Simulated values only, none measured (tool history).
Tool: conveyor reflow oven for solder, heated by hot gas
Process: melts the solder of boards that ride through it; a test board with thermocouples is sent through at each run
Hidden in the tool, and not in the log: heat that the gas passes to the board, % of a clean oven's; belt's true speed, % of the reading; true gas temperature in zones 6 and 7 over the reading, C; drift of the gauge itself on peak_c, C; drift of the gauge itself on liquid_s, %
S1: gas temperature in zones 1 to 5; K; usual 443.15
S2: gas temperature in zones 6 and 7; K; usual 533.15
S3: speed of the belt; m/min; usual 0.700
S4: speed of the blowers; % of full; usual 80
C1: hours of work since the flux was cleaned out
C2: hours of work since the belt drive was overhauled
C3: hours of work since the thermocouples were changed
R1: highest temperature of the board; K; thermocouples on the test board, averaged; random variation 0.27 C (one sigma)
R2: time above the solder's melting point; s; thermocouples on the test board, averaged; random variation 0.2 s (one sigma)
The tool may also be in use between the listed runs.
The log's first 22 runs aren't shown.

{"run": 23, "hour": 146.8, "S1": 445.15, "S2": 532.15, "S3": 0.57, "S4": 80, "C1": 68, "C2": 238, "C3": 155, "R1": 522.85, "R2": 55.5}
{"run": 24, "hour": 151.5, "S1": 443.15, "S2": 523.15, "S3": 0.688, "S4": 80, "C1": 70, "C2": 240, "C3": 158, "R1": 509.65, "R2": 34.7}
{"run": 25, "hour": 160.6, "S1": 440.15, "S2": 545.15, "S3": 0.7, "S4": 80, "C1": 75, "C2": 245, "C3": 162, "R1": 528.35, "R2": 45.1}
{"run": 26, "hour": 164.9, "S1": 449.15, "S2": 545.15, "S3": 0.606, "S4": 80, "C1": 77, "C2": 247, "C3": 165, "R1": 533.65, "R2": 58.3}
{"run": 27, "hour": 173.6, "S1": 456.15, "S2": 537.15, "S3": 0.7, "S4": 88, "C1": 82, "C2": 251, "C3": 169, "R1": 524.65, "R2": 47.8}
{"run": 28, "hour": 179.1, "S1": 456.15, "S2": 535.15, "S3": 0.828, "S4": 57, "C1": 85, "C2": 254, "C3": 172, "R1": 513.35, "R2": 31.5}
{"run": 29, "hour": 184.2, "S1": 456.15, "S2": 524.15, "S3": 0.828, "S4": 57, "C1": 87, "C2": 257, "C3": 175, "R1": 505.05, "R2": 24.2}
{"run": 30, "hour": 188.4, "S1": 443.15, "S2": 533.15, "S3": 0.6, "S4": 80, "C1": 89, "C2": 259, "C3": 177, "R1": 522.05, "R2": 51.2}

4 ways to go on from here, each from the tool as it stands after run 30. What would each give?
{"run": "A", "hour": 194.9, "S1": 456.15, "S2": 533.15, "S3": 0.621, "S4": 71, "C1": 93, "C2": 262, "C3": 180, "R1": "?", "R2": "?"}
{"run": "B", "hour": 194.9, "S1": 454.15, "S2": 526.15, "S3": 0.7, "S4": 80, "C1": 93, "C2": 262, "C3": 180, "R1": "?", "R2": "?"}
{"run": "C", "hour": 194.9, "S1": 440.15, "S2": 535.15, "S3": 0.6, "S4": 55, "C1": 93, "C2": 262, "C3": 180, "R1": "?", "R2": "?"}
{"run": "D", "hour": 194.9, "S1": 435.15, "S2": 533.15, "S3": 0.6, "S4": 82, "C1": 93, "C2": 262, "C3": 180, "R1": "?", "R2": "?"}

run=A R1=521.75 R2=52.9
run=B R1=513.65 R2=40.3
run=C R1=519.75 R2=47.0
run=D R1=521.35 R2=48.6
Without the tool's hidden state the same runs would have given:
run=A R1=522.35 R2=52.9
run=B R1=514.25 R2=40.5
run=C R1=520.35 R2=47.1
run=D R1=522.05 R2=48.7
